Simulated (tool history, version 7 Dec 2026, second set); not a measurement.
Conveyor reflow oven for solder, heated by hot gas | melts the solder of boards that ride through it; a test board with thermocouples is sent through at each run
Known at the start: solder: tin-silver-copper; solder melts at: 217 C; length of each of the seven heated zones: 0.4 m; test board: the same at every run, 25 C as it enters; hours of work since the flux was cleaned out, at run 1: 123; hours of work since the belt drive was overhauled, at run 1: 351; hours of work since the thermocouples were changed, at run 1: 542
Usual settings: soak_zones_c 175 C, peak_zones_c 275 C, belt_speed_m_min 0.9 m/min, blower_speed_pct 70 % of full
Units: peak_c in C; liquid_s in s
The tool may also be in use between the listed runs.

| run | hour | soak_zones_c | peak_zones_c | belt_speed_m_min | blower_speed_pct | hours of work since the flux was cleaned out | hours of work since the belt drive was overhauled | hours of work since the thermocouples were changed | peak_c | liquid_s |
|---|---|---|---|---|---|---|---|---|---|---|
| 1 | 0 | 175 | 275 | 0.9 | 70 | 123 | 351 | 542 | 261 | 44.29 |
| 2 | 28.9 | 175 | 275 | 0.9 | 70 | 139 | 367 | 558 | 261.3 | 44.34 |
| 3 | 52.8 | 175 | 275 | 0.9 | 70 | 152 | 380 | 571 | 260.8 | 44.22 |
| 4 | 95.8 | 175 | 275 | 0.9 | 70 | 175 | 404 | 595 | 260.9 | 44.29 |
| 5 | 125 | 175 | 275 | 0.9 | 70 | 191 | 420 | 611 | 260.7 | 44.14 |
| 6 | 147.8 | 175 | 275 | 0.9 | 70 | 204 | 432 | 623 | 260.4 | 44.13 |
| 7 | 189.7 | 175 | 275 | 0.9 | 70 | 227 | 456 | 646 | 260.1 | 44.2 |
| 8 | 233.1 | 175 | 275 | 0.9 | 70 | 251 | 479 | 670 | 260.1 | 43.97 |
| 9 | 265.8 | 175 | 275 | 0.9 | 70 | 269 | 497 | 688 | 260.2 | 44.09 |
|  | 287.1 | thermocouples of zones 6 and 7 changed |
| 10 | 304 | 175 | 275 | 0.9 | 70 | 289 | 517 | 9 | 260.7 | 44.35 |
| 11 | 345.2 | 175 | 275 | 0.9 | 70 | 311 | 540 | 32 | 260.6 | 44.29 |
| 12 | 377.6 | 175 | 275 | 0.9 | 70 | 329 | 558 | 50 | 260.8 | 44.23 |
| 13 | 404.8 | 175 | 275 | 0.9 | 70 | 344 | 572 | 65 | 260.7 | 44.31 |
|  | 418 | flux residue cleaned out of gas plates and filters |
| 14 | 450.6 | 175 | 275 | 0.9 | 70 | 18 | 595 | 87 | 261.4 | 44.64 |
| 15 | 475.3 | 175 | 275 | 0.9 | 70 | 31 | 608 | 101 | 261.1 | 44.55 |
| 16 | 495.9 | 168 | 275 | 0.9 | 70 | 43 | 620 | 112 | 260.2 | 42.6 |
| 17 | 539.4 | 175 | 269 | 0.9 | 82 | 67 | 644 | 136 | 257.1 | 43.32 |
|  | 545.7 | belt drive overhauled, speed set with a stopwatch |
| 18 | 567.3 | 180 | 266 | 0.903 | 51 | 80 | 12 | 149 | 251 | 40.77 |
| 19 | 599 | 180 | 266 | 0.903 | 51 | 97 | 29 | 166 | 250.7 | 40.7 |
| 20 | 621.8 | 175 | 270 | 0.9 | 73 | 110 | 42 | 179 | 257.1 | 43.29 |
| 21 | 647.8 | 164 | 275 | 0.908 | 53 | 124 | 56 | 193 | 255.8 | 39 |
| 22 | 693.4 | 164 | 268 | 0.9 | 55 | 149 | 81 | 218 | 250.2 | 36.93 |
| 23 | 736 | 164 | 268 | 0.9 | 55 | 172 | 105 | 242 | 250.3 | 36.71 |
| 24 | 777.7 | 162 | 268 | 0.9 | 68 | 195 | 127 | 264 | 252.2 | 37.79 |
|  | 792.9 | belt drive overhauled, speed set with a stopwatch, once more |
| 25 | 805.3 | 162 | 268 | 0.9 | 68 | 208 | 7 | 277 | 252.2 | 37.29 |
| 26 | 841.3 | 168 | 271 | 0.769 | 71 | 228 | 27 | 297 | 259.8 | 50.47 |
| 27 | 871.1 | 168 | 271 | 0.769 | 71 | 244 | 43 | 314 | 260 | 50.35 |

5 ways to go on from here, each from the tool as it stands after run 27. What would each give?
| A | 909 | 166 | 280 | 0.9 | 70 | 265 | 64 | 334 | ? | ? |
| B | 909 | 168 | 271 | 0.769 | 55 | 265 | 64 | 334 | ? | ? |
| C | 909 | 168 | 271 | 0.769 | 75 | 265 | 64 | 334 | ? | ? |
| D | 909 | 168 | 271 | 0.769 | 71 | 265 | 64 | 334 | ? | ? |
| E | 909 | 181 | 275 | 0.9 | 70 | 265 | 64 | 334 | ? | ? |

| run | peak_c | liquid_s |
|---|---|---|
| A | 263.5 | 42.92 |
| B | 258.1 | 48.71 |
| C | 260.5 | 50.49 |
| D | 260.3 | 50.33 |
| E | 261 | 45.54 |
Without the tool's hidden state the same runs would have given:
| run | peak_c | liquid_s |
|---|---|---|
| A | 264.9 | 43.61 |
| B | 259.3 | 49.46 |
| C | 261.7 | 51.2 |
| D | 261.5 | 51.05 |
| E | 262.3 | 46.13 |
